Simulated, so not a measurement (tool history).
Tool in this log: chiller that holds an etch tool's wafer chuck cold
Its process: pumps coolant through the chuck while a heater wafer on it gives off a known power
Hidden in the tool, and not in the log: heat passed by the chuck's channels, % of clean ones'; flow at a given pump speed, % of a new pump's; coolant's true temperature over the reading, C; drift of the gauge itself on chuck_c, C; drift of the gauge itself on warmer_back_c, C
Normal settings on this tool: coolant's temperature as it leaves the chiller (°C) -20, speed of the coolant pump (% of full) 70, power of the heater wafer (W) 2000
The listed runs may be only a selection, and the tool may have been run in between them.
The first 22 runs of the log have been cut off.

| run | hour | coolant's temperature as it leaves the chiller (°C) | speed of the coolant pump (% of full) | power of the heater wafer (W) | hours since the coolant was changed and the channels were flushed | hours since the pump was overhauled | hours since the chiller's thermometer was calibrated | chuck's temperature once it has settled (°C) | how much warmer the coolant comes back (C) |
|---|---|---|---|---|---|---|---|---|---|
| 23 | 563.3 | -18 | 73 | 2902 | 103 | 2094 | 1588 | 13.4 | 12.22 |
| 24 | 597.7 | -22 | 89 | 2902 | 138 | 2129 | 1622 | 5.4 | 10.03 |
| 25 | 630.7 | -17 | 87 | 2902 | 171 | 2162 | 1655 | 10.8 | 10.31 |
| 26 | 659.3 | -20 | 85 | 1965 | 199 | 2190 | 1684 | -1.0 | 7.17 |
| 27 | 682.2 | -17 | 70 | 2175 | 222 | 2213 | 1707 | 7.5 | 9.61 |
| 28 | 699.2 | -17 | 70 | 2175 | 239 | 2230 | 1724 | 7.2 | 9.63 |
| 29 | 719.4 | -17 | 70 | 2175 | 259 | 2251 | 1744 | 7.2 | 9.64 |
| 30 | 751.8 | -27 | 63 | 1680 | 292 | 2283 | 1776 | -6.8 | 8.26 |
| 31 | 780.5 | -18 | 93 | 2609 | 321 | 2312 | 1805 | 5.8 | 8.63 |

Each row is a separate what-if for the run after 31, all from the same tool condition, not one after another. Results?
| A | 806.5 | -14 | 92 | 1723 | 347 | 2338 | 1831 | ? | ? |
| B | 806.5 | -12 | 78 | 2010 | 347 | 2338 | 1831 | ? | ? |
| C | 806.5 | -20 | 70 | 1634 | 347 | 2338 | 1831 | ? | ? |
| D | 806.5 | -12 | 65 | 1628 | 347 | 2338 | 1831 | ? | ? |
| E | 806.5 | -17 | 70 | 2000 | 347 | 2338 | 1831 | ? | ? |

| run | chuck's temperature once it has settled (°C) | how much warmer the coolant comes back (C) |
|---|---|---|
| A | 1.6 | 5.72 |
| B | 8.7 | 7.99 |
| C | -2.1 | 7.18 |
| D | 7.1 | 7.78 |
| E | 5.3 | 8.87 |
With no hidden state in the tool, these same runs would have given:
| run | chuck's temperature once it has settled (°C) | how much warmer the coolant comes back (C) |
|---|---|---|
| A | 1.5 | 5.54 |
| B | 8.4 | 7.73 |
| C | -2.3 | 6.94 |
| D | 6.9 | 7.53 |
| E | 5.0 | 8.58 |
